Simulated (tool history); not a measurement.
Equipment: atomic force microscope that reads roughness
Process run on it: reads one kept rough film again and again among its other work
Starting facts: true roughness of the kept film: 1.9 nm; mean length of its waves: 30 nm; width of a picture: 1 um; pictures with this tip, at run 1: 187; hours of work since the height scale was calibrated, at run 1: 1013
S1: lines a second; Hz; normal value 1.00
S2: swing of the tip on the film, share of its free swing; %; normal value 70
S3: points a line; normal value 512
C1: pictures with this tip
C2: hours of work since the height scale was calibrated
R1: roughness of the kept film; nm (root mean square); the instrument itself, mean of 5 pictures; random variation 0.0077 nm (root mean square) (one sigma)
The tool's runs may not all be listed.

run 1 hour=0.0 | S1=1.00 S2=70 S3=512 | C1=187 C2=1013 | R1=1.658
run 2 hour=47.8 | S1=1.00 S2=70 S3=512 | C1=260 C2=1044 | R1=1.655
-- hour=69.4 new tip fitted
run 3 hour=122.9 | S1=1.00 S2=70 S3=512 | C1=83 C2=1091 | R1=1.663
-- hour=176.5 height scale calibrated on a step standard
run 4 hour=188.6 | S1=1.00 S2=70 S3=512 | C1=182 C2=8 | R1=1.639
-- hour=258.9 new tip fitted
run 5 hour=258.9 | S1=1.00 S2=69 S3=512 | C1=0 C2=52 | R1=1.659
run 6 hour=323.9 | S1=0.81 S2=70 S3=512 | C1=100 C2=94 | R1=1.675
run 7 hour=400.1 | S1=1.04 S2=70 S3=512 | C1=217 C2=142 | R1=1.651
-- hour=453.6 new tip fitted
run 8 hour=464.5 | S1=0.56 S2=70 S3=401 | C1=16 C2=183 | R1=1.701
run 9 hour=515.0 | S1=1.00 S2=70 S3=933 | C1=94 C2=215 | R1=1.664
run 10 hour=570.2 | S1=0.70 S2=75 S3=933 | C1=179 C2=251 | R1=1.677
run 11 hour=617.0 | S1=2.84 S2=70 S3=933 | C1=251 C2=281 | R1=1.513

Run 12 is up next; what results do you expect?
-- hour=644.7 new tip fitted
run 12 hour=694.7 | S1=0.82 S2=70 S3=279 | C1=77 C2=330 | R1=?

R1: 1.644 nm (root mean square)
If the tool had no hidden condition, the same run with the same run-to-run variation would have returned R1 1.646 nm (root mean square).
